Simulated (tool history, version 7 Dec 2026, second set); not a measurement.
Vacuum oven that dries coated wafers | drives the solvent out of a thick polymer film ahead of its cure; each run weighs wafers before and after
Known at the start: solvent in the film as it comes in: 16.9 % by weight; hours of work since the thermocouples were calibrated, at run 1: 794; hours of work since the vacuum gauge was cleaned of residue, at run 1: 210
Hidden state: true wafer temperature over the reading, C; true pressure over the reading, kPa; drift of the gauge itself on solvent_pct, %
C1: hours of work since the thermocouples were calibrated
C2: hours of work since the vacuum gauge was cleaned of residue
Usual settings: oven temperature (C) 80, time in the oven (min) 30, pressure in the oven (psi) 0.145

{"run": 1, "day": 0.0, "oven temperature (C)": 80, "time in the oven (min)": 30, "pressure in the oven (psi)": 0.145, "C1": 794, "C2": 210, "solvent left in the film (%)": 1.38}
{"run": 2, "day": 2.512, "oven temperature (C)": 80, "time in the oven (min)": 30, "pressure in the oven (psi)": 0.145, "C1": 842, "C2": 258, "solvent left in the film (%)": 1.43}
{"run": 3, "day": 4.925, "oven temperature (C)": 80, "time in the oven (min)": 44, "pressure in the oven (psi)": 0.145, "C1": 887, "C2": 303, "solvent left in the film (%)": 0.69}
{"run": 4, "day": 6.662, "oven temperature (C)": 80, "time in the oven (min)": 30, "pressure in the oven (psi)": 0.145, "C1": 920, "C2": 336, "solvent left in the film (%)": 1.47}
{"run": 5, "day": 8.467, "oven temperature (C)": 80, "time in the oven (min)": 30, "pressure in the oven (psi)": 0.145, "C1": 954, "C2": 370, "solvent left in the film (%)": 1.4}
{"run": 6, "day": 11.746, "oven temperature (C)": 80, "time in the oven (min)": 30, "pressure in the oven (psi)": 0.145, "C1": 1016, "C2": 432, "solvent left in the film (%)": 1.48}
{"run": 7, "day": 13.358, "oven temperature (C)": 80, "time in the oven (min)": 30, "pressure in the oven (psi)": 0.145, "C1": 1046, "C2": 462, "solvent left in the film (%)": 1.44}
{"run": 8, "day": 16.642, "oven temperature (C)": 92, "time in the oven (min)": 30, "pressure in the oven (psi)": 0.145, "C1": 1108, "C2": 524, "solvent left in the film (%)": 0.33}
{"run": 9, "day": 18.267, "oven temperature (C)": 92, "time in the oven (min)": 30, "pressure in the oven (psi)": 0.145, "C1": 1139, "C2": 555, "solvent left in the film (%)": 0.31}
{"run": 10, "day": 20.621, "oven temperature (C)": 92, "time in the oven (min)": 30, "pressure in the oven (psi)": 0.145, "C1": 1183, "C2": 599, "solvent left in the film (%)": 0.3}
{"run": 11, "day": 24.142, "oven temperature (C)": 92, "time in the oven (min)": 30, "pressure in the oven (psi)": 0.145, "C1": 1250, "C2": 666, "solvent left in the film (%)": 0.36}
{"run": 12, "day": 25.696, "oven temperature (C)": 80, "time in the oven (min)": 30, "pressure in the oven (psi)": 0.145, "C1": 1279, "C2": 695, "solvent left in the film (%)": 1.51}
{"run": 13, "day": 27.821, "oven temperature (C)": 80, "time in the oven (min)": 30, "pressure in the oven (psi)": 0.145, "C1": 1319, "C2": 735, "solvent left in the film (%)": 1.43}
{"run": 14, "day": 29.871, "oven temperature (C)": 80, "time in the oven (min)": 30, "pressure in the oven (psi)": 0.145, "C1": 1358, "C2": 774, "solvent left in the film (%)": 1.44}
{"run": 15, "day": 32.825, "oven temperature (C)": 80, "time in the oven (min)": 30, "pressure in the oven (psi)": 0.145, "C1": 1413, "C2": 830, "solvent left in the film (%)": 1.45}
{"run": 16, "day": 34.896, "oven temperature (C)": 80, "time in the oven (min)": 35, "pressure in the oven (psi)": 0.145, "C1": 1452, "C2": 869, "solvent left in the film (%)": 1.1}
{"day": 36.729, "done": "oven's thermocouples calibrated"}
{"run": 17, "day": 38.175, "oven temperature (C)": 80, "time in the oven (min)": 35, "pressure in the oven (psi)": 0.145, "C1": 27, "C2": 929, "solvent left in the film (%)": 1.03}
{"run": 18, "day": 39.721, "oven temperature (C)": 80, "time in the oven (min)": 35, "pressure in the oven (psi)": 0.145, "C1": 56, "C2": 958, "solvent left in the film (%)": 1.15}
{"run": 19, "day": 42.888, "oven temperature (C)": 76, "time in the oven (min)": 30, "pressure in the oven (psi)": 0.145, "C1": 116, "C2": 1018, "solvent left in the film (%)": 2.39}
{"run": 20, "day": 44.338, "oven temperature (C)": 76, "time in the oven (min)": 30, "pressure in the oven (psi)": 0.145, "C1": 144, "C2": 1045, "solvent left in the film (%)": 2.48}
{"run": 21, "day": 45.892, "oven temperature (C)": 82, "time in the oven (min)": 22, "pressure in the oven (psi)": 0.125, "C1": 173, "C2": 1075, "solvent left in the film (%)": 1.75}
{"run": 22, "day": 48.604, "oven temperature (C)": 77, "time in the oven (min)": 30, "pressure in the oven (psi)": 0.542, "C1": 224, "C2": 1126, "solvent left in the film (%)": 3.41}
{"run": 23, "day": 50.125, "oven temperature (C)": 77, "time in the oven (min)": 30, "pressure in the oven (psi)": 0.542, "C1": 253, "C2": 1155, "solvent left in the film (%)": 3.36}
{"day": 50.908, "done": "vacuum gauge cleaned of residue and calibrated"}
{"run": 24, "day": 52.642, "oven temperature (C)": 80, "time in the oven (min)": 20, "pressure in the oven (psi)": 0.107, "C1": 299, "C2": 33, "solvent left in the film (%)": 2.69}
{"run": 25, "day": 55.6, "oven temperature (C)": 67, "time in the oven (min)": 30, "pressure in the oven (psi)": 0.145, "C1": 355, "C2": 88, "solvent left in the film (%)": 5.69}
{"run": 26, "day": 57.3, "oven temperature (C)": 72, "time in the oven (min)": 20, "pressure in the oven (psi)": 0.103, "C1": 387, "C2": 121, "solvent left in the film (%)": 5.47}
{"run": 27, "day": 60.554, "oven temperature (C)": 80, "time in the oven (min)": 43, "pressure in the oven (psi)": 0.339, "C1": 448, "C2": 182, "solvent left in the film (%)": 1.36}
{"run": 28, "day": 62.096, "oven temperature (C)": 80, "time in the oven (min)": 43, "pressure in the oven (psi)": 0.339, "C1": 477, "C2": 211, "solvent left in the film (%)": 1.36}
{"run": 29, "day": 63.908, "oven temperature (C)": 80, "time in the oven (min)": 43, "pressure in the oven (psi)": 0.339, "C1": 512, "C2": 245, "solvent left in the film (%)": 1.46}

Forecast run 30:
{"run": 30, "day": 65.35, "oven temperature (C)": 74, "time in the oven (min)": 39, "pressure in the oven (psi)": 0.244, "C1": 539, "C2": 272, "solvent left in the film (%)": "?"}

{"run 30": {"solvent left in the film (%)": 2.49}}
Without the tool's hidden state the same run would have given solvent left in the film (%) 2.48.
